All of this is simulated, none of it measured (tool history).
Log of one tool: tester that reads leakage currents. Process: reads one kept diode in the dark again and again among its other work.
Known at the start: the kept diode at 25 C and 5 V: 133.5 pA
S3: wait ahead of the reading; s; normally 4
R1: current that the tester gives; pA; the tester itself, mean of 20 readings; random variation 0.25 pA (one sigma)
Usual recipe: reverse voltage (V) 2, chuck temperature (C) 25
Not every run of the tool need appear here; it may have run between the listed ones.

Run 1, hour 0: usual settings. Result: R1 81.21 pA.
Run 2, hour 26.5: usual settings. Result: R1 80.73 pA.
Run 3, hour 63.4: usual settings. Result: R1 81.08 pA.
Run 4, hour 86.9: usual settings. Result: R1 81.18 pA.
Run 5, hour 123.2: usual settings. Result: R1 80.61 pA.
Run 6, hour 146.1: usual settings. Result: R1 80.7 pA.
Run 7, hour 166.2: usual settings. Result: R1 80.6 pA.
Run 8, hour 194.8: usual settings. Result: R1 81.16 pA.
Run 9, hour 218: usual settings but S3 0.32 s. Result: R1 82.36 pA.
Run 10, hour 249.1: usual settings. Result: R1 80.53 pA.
Run 11, hour 279.2: usual settings. Result: R1 81.38 pA.
Run 12, hour 322.4: usual settings but chuck temperature (C) 28. Result: R1 103.82 pA.
Run 13, hour 358.6: usual settings but chuck temperature (C) 28. Result: R1 104.45 pA.
Run 14, hour 383: usual settings but reverse voltage (V) 1.31, chuck temperature (C) 28. Result: R1 82.71 pA.
Run 15, hour 413.8: usual settings but reverse voltage (V) 4.57. Result: R1 127.16 pA.
Run 16, hour 444: usual settings. Result: R1 80.63 pA.
Run 17, hour 490.8: usual settings. Result: R1 81.02 pA.
Run 18, hour 527.3: usual settings. Result: R1 80.2 pA.
Run 19, hour 565.7: usual settings but S3 1.4 s. Result: R1 80.92 pA.
Run 20, hour 608.8: usual settings but S3 1.4 s. Result: R1 81.21 pA.
Run 21, hour 654.8: usual settings but reverse voltage (V) 4.43, chuck temperature (C) 22, S3 0.34 s. Result: R1 99.67 pA.
Run 22, hour 682.4: usual settings but reverse voltage (V) 4.43, chuck temperature (C) 22, S3 0.34 s. Result: R1 99.31 pA.
Run 23, hour 718.1: usual settings but reverse voltage (V) 4.43, chuck temperature (C) 22, S3 0.34 s. Result: R1 99.34 pA.
Run 24, hour 766.3: usual settings but reverse voltage (V) 9.06. Result: R1 184.76 pA.
Run 25, hour 795.7: usual settings but reverse voltage (V) 10.02, chuck temperature (C) 50, S3 0.59 s. Result: R1 1433.84 pA.
Run 26, hour 822.1: usual settings but reverse voltage (V) 3.68, chuck temperature (C) 23, S3 0.65 s. Result: R1 96.58 pA.
Run 27, hour 864.1: usual settings but reverse voltage (V) 3.68, chuck temperature (C) 23, S3 0.65 s. Result: R1 96.89 pA.
Run 28, hour 901.5: usual settings but reverse voltage (V) 6.75, chuck temperature (C) 48, S3 7.35 s. Result: R1 998.53 pA.
Run 29, hour 938.5: usual settings but S3 0.68 s. Result: R1 81.53 pA.
Run 30, hour 982.8: usual settings but S3 0.68 s. Result: R1 81.32 pA.
Run 31, hour 1025.2: usual settings but reverse voltage (V) 3.59, S3 0.82 s. Result: R1 112.53 pA.
Run 32, hour 1049.5: usual settings but reverse voltage (V) 1.98, chuck temperature (C) 29, S3 1.09 s. Result: R1 113.01 pA.
Run 33, hour 1071.1: usual settings but reverse voltage (V) 1.98, chuck temperature (C) 29, S3 1.09 s. Result: R1 113.13 pA.
Run 34, hour 1116.7: usual settings but reverse voltage (V) 1.98, chuck temperature (C) 29, S3 1.09 s. Result: R1 113.79 pA.
Run 35, hour 1146.9: usual settings but reverse voltage (V) 15.26, S3 3.09 s. Result: R1 248.57 pA.
Run 36, hour 1183.4: usual settings but reverse voltage (V) 1.31, chuck temperature (C) 44, S3 0.32 s. Result: R1 298.35 pA.
Run 37, hour 1225: usual settings but reverse voltage (V) 1.31, chuck temperature (C) 44, S3 0.32 s. Result: R1 300.34 pA.
Run 38, hour 1259.6: usual settings but reverse voltage (V) 4.9. Result: R1 132.19 pA.
Run 39, hour 1304.4: usual settings but reverse voltage (V) 4.8, S3 1.02 s. Result: R1 131.43 pA.
Run 40, hour 1336.8: usual settings but reverse voltage (V) 14.2, chuck temperature (C) 41. Result: R1 881.45 pA.

Between the runs listed above, the log contained 2 entries, not reproduced here. Where in the sequence does each belong, and how does what the log doesn't record of the tool's condition differ from the listed run before to the listed run after?
Logged between run 3 and run 4: probe card cleaned and baked (hour 85.4)
  stray current of the dirty probe card, pA a volt: 0.055 -> 0.02
  measured result minus the result with no hidden state, R1: -0.03 -> -0.1 pA
Logged between run 22 and run 23: chuck's temperature calibrated (hour 713.6)
  stray current of the dirty probe card, pA a volt: 0.026 -> 0.027; true chuck temperature over the reading, C: -0.02 -> 0
  measured result minus the result with no hidden state, R1: -0.15 -> +0.01 pA

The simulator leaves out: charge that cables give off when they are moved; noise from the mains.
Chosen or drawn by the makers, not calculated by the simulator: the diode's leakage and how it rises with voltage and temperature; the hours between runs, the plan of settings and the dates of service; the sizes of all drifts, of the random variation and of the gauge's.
